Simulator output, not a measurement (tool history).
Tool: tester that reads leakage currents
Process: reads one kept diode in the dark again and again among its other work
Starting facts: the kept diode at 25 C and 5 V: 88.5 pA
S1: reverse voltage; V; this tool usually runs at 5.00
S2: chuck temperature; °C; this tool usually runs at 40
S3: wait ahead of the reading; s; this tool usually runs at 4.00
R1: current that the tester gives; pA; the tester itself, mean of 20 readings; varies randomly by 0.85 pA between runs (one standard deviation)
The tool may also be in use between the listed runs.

run 1 day=0.000 | S1=5.00 S2=40 S3=4.00 | R1=327.22
run 2 day=1.083 | S1=5.00 S2=40 S3=4.00 | R1=326.38
run 3 day=2.258 | S1=5.00 S2=40 S3=4.00 | R1=326.77
run 4 day=3.208 | S1=5.00 S2=35 S3=4.00 | R1=226.16
run 5 day=4.150 | S1=3.76 S2=40 S3=4.00 | R1=290.56
run 6 day=5.404 | S1=5.00 S2=40 S3=4.00 | R1=327.85
run 7 day=6.446 | S1=5.00 S2=40 S3=4.00 | R1=325.65
run 8 day=7.367 | S1=2.19 S2=40 S3=4.00 | R1=231.44
run 9 day=8.279 | S1=5.00 S2=40 S3=4.00 | R1=328.96
run 10 day=9.371 | S1=5.00 S2=40 S3=4.00 | R1=328.11
run 11 day=10.508 | S1=5.00 S2=59 S3=4.00 | R1=1201.67
run 12 day=11.588 | S1=5.00 S2=40 S3=4.00 | R1=330.52
run 13 day=12.229 | S1=5.00 S2=40 S3=4.00 | R1=330.39
run 14 day=12.958 | S1=5.00 S2=40 S3=4.00 | R1=330.43
run 15 day=14.183 | S1=5.00 S2=40 S3=2.87 | R1=330.74
run 16 day=15.621 | S1=5.00 S2=40 S3=2.87 | R1=332.85
run 17 day=16.683 | S1=5.00 S2=40 S3=8.95 | R1=331.85
run 18 day=17.500 | S1=5.00 S2=40 S3=4.00 | R1=333.48
run 19 day=18.896 | S1=5.00 S2=40 S3=4.00 | R1=333.09
run 20 day=20.458 | S1=2.41 S2=40 S3=0.46 | R1=212.16
run 21 day=21.292 | S1=5.00 S2=40 S3=3.82 | R1=288.60
run 22 day=22.708 | S1=5.00 S2=40 S3=3.82 | R1=288.69
run 23 day=23.554 | S1=5.00 S2=29 S3=9.93 | R1=125.81
run 24 day=24.788 | S1=15.02 S2=21 S3=0.51 | R1=110.41
run 25 day=25.450 | S1=3.54 S2=28 S3=6.19 | R1=101.00
run 26 day=26.525 | S1=2.80 S2=28 S3=2.23 | R1=90.96
run 27 day=28.012 | S1=2.80 S2=28 S3=2.23 | R1=91.49
run 28 day=29.271 | S1=6.02 S2=28 S3=0.32 | R1=128.61
run 29 day=30.262 | S1=6.02 S2=28 S3=0.32 | R1=128.91
run 30 day=31.188 | S1=1.25 S2=47 S3=2.75 | R1=267.35
run 31 day=32.238 | S1=1.25 S2=47 S3=2.75 | R1=266.62
run 32 day=33.292 | S1=1.46 S2=21 S3=1.38 | R1=40.10
run 33 day=34.167 | S1=18.18 S2=27 S3=4.00 | R1=193.94
run 34 day=35.496 | S1=18.18 S2=27 S3=4.00 | R1=194.38
run 35 day=36.196 | S1=3.69 S2=39 S3=0.31 | R1=240.68

Between the runs listed above, the log contained 1 entry, not reproduced here. Where in the sequence does each belong, and how does what the log doesn't record of the tool's condition differ from the listed run before to the listed run after?
Runs 19 to 20: chuck's temperature calibrated (day 19.112)
  stray current of the dirty probe card, pA a volt: 0.297 -> 0.302; current scale over the true one, %: 0.3 -> 0.31; true chuck temperature over the reading, C: 2.21 -> 0.22
  the result without the hidden state subtracted from the measured one, R1: +51.61 -> +4.68 pA
